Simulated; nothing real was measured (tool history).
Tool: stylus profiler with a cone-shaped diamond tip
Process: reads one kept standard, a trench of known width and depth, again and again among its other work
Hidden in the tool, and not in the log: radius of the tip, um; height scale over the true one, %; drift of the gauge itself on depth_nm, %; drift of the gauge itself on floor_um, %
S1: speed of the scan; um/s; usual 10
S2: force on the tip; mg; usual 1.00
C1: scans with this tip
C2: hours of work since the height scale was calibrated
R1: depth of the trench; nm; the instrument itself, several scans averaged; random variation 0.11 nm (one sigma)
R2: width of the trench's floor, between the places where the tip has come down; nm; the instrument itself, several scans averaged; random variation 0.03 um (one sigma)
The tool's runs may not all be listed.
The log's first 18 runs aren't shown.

run	hour	S1	S2	C1	C2	R1	R2
19	1350.0	10	1.00	11875	1088	200.69	97980
20	1412.6	6	1.00	12232	1121	200.73	97950
21	1520.0	6	1.00	12843	1177	200.63	97960
22	1628.3	6	1.00	13459	1233	200.60	97990
23	1707.5	10	1.00	13910	1274	200.80	97890
24	1817.2	10	0.51	14534	1332	200.43	97900
25	1919.3	2	2.43	15115	1385	201.35	97970
26	1977.0	2	2.43	15443	1415	201.22	97940
27	2052.8	2	2.43	15875	1454	201.34	98060
28	2112.4	2	2.43	16214	1486	201.32	97960
29	2196.1	23	0.38	16690	1529	200.44	97670
30	2270.1	23	0.38	17112	1568	200.33	97660
31	2346.3	8	1.27	17545	1607	200.82	98010
32	2450.5	34	1.91	18138	1662	201.17	97800
33	2521.9	9	1.07	18544	1699	200.83	97920
34	2620.6	9	1.07	19106	1751	200.86	97950
35	2671.1	17	2.65	19394	1777	201.46	97980
36	2770.3	17	2.65	19958	1829	201.34	97960
37	2864.1	6	0.41	20492	1877	200.55	97940
38	2961.8	20	0.43	21048	1928	200.48	97740
39	3006.1	20	0.43	21300	1952	200.28	97690
40	3068.0	20	0.43	21653	1984	200.48	97760
41	3173.9	14	0.73	22255	2039	200.55	97880

The next listed run, before its measurement:
42	3245.5	10	1.21	22663	2076	?	?

{"run 42": {"R1": 200.98, "R2": 97900}}
Without the tool's hidden state the same run would have given R1 201.01 nm, R2 97930 nm.
